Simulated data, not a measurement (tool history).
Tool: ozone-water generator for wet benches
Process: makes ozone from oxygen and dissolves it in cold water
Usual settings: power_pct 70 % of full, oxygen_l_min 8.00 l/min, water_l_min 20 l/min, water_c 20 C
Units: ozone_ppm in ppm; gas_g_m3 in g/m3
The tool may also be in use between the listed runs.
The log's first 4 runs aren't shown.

| run | day | power_pct | oxygen_l_min | water_l_min | water_c | hours of work since the electrodes were changed | hours of work since the contactor was cleaned | hours of work since the thermometer was calibrated | ozone_ppm | gas_g_m3 |
|---|---|---|---|---|---|---|---|---|---|---|
| 5 | 13.154 | 70 | 8.00 | 20 | 25 | 554 | 4295 | 683 | 20.6 | 166.8 |
| 6 | 15.238 | 70 | 8.00 | 20 | 25 | 593 | 4334 | 722 | 20.3 | 167.8 |
| 7 | 18.212 | 70 | 8.00 | 20 | 25 | 649 | 4389 | 778 | 20.4 | 168.6 |
| 8 | 23.017 | 70 | 8.00 | 20 | 25 | 739 | 4480 | 868 | 20.4 | 168.0 |
| 9 | 27.896 | 70 | 8.00 | 20 | 25 | 831 | 4571 | 960 | 20.5 | 166.8 |
| 10 | 30.867 | 70 | 8.00 | 20 | 25 | 886 | 4627 | 1015 | 20.7 | 166.4 |
| 11 | 35.629 | 70 | 8.00 | 20 | 25 | 976 | 4716 | 1105 | 20.6 | 166.2 |
| 12 | 40.167 | 70 | 8.00 | 20 | 25 | 1061 | 4801 | 1190 | 20.5 | 165.0 |
| 13 | 43.312 | 70 | 8.00 | 20 | 25 | 1120 | 4860 | 1249 | 20.7 | 165.1 |
| 14 | 45.562 | 70 | 8.00 | 20 | 25 | 1162 | 4903 | 1291 | 20.3 | 167.4 |
| 15 | 49.517 | 70 | 8.00 | 20 | 25 | 1236 | 4977 | 1365 | 20.3 | 165.8 |
| 16 | 52.204 | 70 | 8.00 | 20 | 25 | 1287 | 5027 | 1416 | 20.5 | 163.3 |
| 17 | 56.362 | 70 | 9.62 | 20 | 13 | 1365 | 5105 | 1494 | 24.3 | 143.9 |

The next listed run, before its measurement:
|  | 60.288 | gauge calibrated |
| 18 | 60.533 | 70 | 4.08 | 20 | 19 | 1443 | 5184 | 1572 | ? | ? |

{"run 18": {"ozone_ppm": 25.8, "gas_g_m3": 271.9}}
Without the tool's hidden state the same run would have given ozone_ppm 25.8 ppm, gas_g_m3 272.0 g/m3.
